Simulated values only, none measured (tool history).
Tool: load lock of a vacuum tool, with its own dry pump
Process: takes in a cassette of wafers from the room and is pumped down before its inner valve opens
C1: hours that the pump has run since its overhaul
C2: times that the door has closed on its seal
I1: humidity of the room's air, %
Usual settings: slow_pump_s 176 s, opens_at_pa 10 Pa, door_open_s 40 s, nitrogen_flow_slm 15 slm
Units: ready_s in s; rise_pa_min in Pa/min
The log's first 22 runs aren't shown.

-- hour=1545.4 door's seal changed, seat wiped
run 23 hour=1559.5 | slow_pump_s=143 opens_at_pa=18 door_open_s=68 nitrogen_flow_slm=15 | C1=5229 C2=67 | I1=42.1 | ready_s=315.1 rise_pa_min=0.035
run 24 hour=1646.6 | slow_pump_s=143 opens_at_pa=18 door_open_s=68 nitrogen_flow_slm=15 | C1=5316 C2=476 | I1=45.4 | ready_s=313.7 rise_pa_min=0.039
run 25 hour=1709.7 | slow_pump_s=228 opens_at_pa=18 door_open_s=68 nitrogen_flow_slm=40 | C1=5379 C2=772 | I1=48 | ready_s=381.5 rise_pa_min=0.025
run 26 hour=1779.2 | slow_pump_s=232 opens_at_pa=10 door_open_s=61 nitrogen_flow_slm=23 | C1=5449 C2=1099 | I1=44.4 | ready_s=396.7 rise_pa_min=0.033
run 27 hour=1838.7 | slow_pump_s=232 opens_at_pa=10 door_open_s=61 nitrogen_flow_slm=23 | C1=5508 C2=1378 | I1=46.6 | ready_s=391.2 rise_pa_min=0.036
run 28 hour=1890.9 | slow_pump_s=182 opens_at_pa=10 door_open_s=211 nitrogen_flow_slm=23 | C1=5560 C2=1624 | I1=44.6 | ready_s=362.2 rise_pa_min=0.057
run 29 hour=1935.3 | slow_pump_s=182 opens_at_pa=10 door_open_s=94 nitrogen_flow_slm=31 | C1=5605 C2=1832 | I1=42.7 | ready_s=362 rise_pa_min=0.038
run 30 hour=1988.1 | slow_pump_s=182 opens_at_pa=10 door_open_s=94 nitrogen_flow_slm=31 | C1=5657 C2=2080 | I1=44 | ready_s=360.5 rise_pa_min=0.04
run 31 hour=2042.4 | slow_pump_s=242 opens_at_pa=11 door_open_s=147 nitrogen_flow_slm=31 | C1=5712 C2=2335 | I1=45.6 | ready_s=403.3 rise_pa_min=0.049
run 32 hour=2114.8 | slow_pump_s=157 opens_at_pa=16 door_open_s=209 nitrogen_flow_slm=11 | C1=5784 C2=2675 | I1=42.8 | ready_s=331.5 rise_pa_min=0.071
run 33 hour=2200.8 | slow_pump_s=157 opens_at_pa=16 door_open_s=209 nitrogen_flow_slm=11 | C1=5870 C2=3079 | I1=42.2 | ready_s=332.6 rise_pa_min=0.081
run 34 hour=2278.9 | slow_pump_s=278 opens_at_pa=11 door_open_s=209 nitrogen_flow_slm=11 | C1=5948 C2=3446 | I1=43.9 | ready_s=425.8 rise_pa_min=0.083
run 35 hour=2374.7 | slow_pump_s=158 opens_at_pa=17 door_open_s=209 nitrogen_flow_slm=35 | C1=6044 C2=3896 | I1=47 | ready_s=326.2 rise_pa_min=0.07
run 36 hour=2463.4 | slow_pump_s=158 opens_at_pa=17 door_open_s=209 nitrogen_flow_slm=35 | C1=6133 C2=4313 | I1=45.6 | ready_s=330.5 rise_pa_min=0.07
run 37 hour=2526.6 | slow_pump_s=176 opens_at_pa=13 door_open_s=40 nitrogen_flow_slm=22 | C1=6196 C2=4610 | I1=43.8 | ready_s=350.1 rise_pa_min=0.05

Forecast each of these 4 alternatives for the next run:
run A hour=2576.9 | slow_pump_s=176 opens_at_pa=15 door_open_s=40 nitrogen_flow_slm=16 | C1=6246 C2=4846 | I1=43 | ready_s=? rise_pa_min=?
run B hour=2576.9 | slow_pump_s=94 opens_at_pa=13 door_open_s=40 nitrogen_flow_slm=37 | C1=6246 C2=4846 | I1=47.5 | ready_s=? rise_pa_min=?
run C hour=2576.9 | slow_pump_s=143 opens_at_pa=10 door_open_s=40 nitrogen_flow_slm=6 | C1=6246 C2=4846 | I1=40.3 | ready_s=? rise_pa_min=?
run D hour=2576.9 | slow_pump_s=176 opens_at_pa=10 door_open_s=78 nitrogen_flow_slm=9 | C1=6246 C2=4846 | I1=43.4 | ready_s=? rise_pa_min=?

run=A ready_s=347.3 rise_pa_min=0.05
run=B ready_s=291.2 rise_pa_min=0.05
run=C ready_s=334.9 rise_pa_min=0.059
run=D ready_s=356.9 rise_pa_min=0.071
Without the tool's hidden state the same runs would have given:
run=A ready_s=329.4 rise_pa_min=0.022
run=B ready_s=270.5 rise_pa_min=0.022
run=C ready_s=314.4 rise_pa_min=0.031
run=D ready_s=337.4 rise_pa_min=0.043
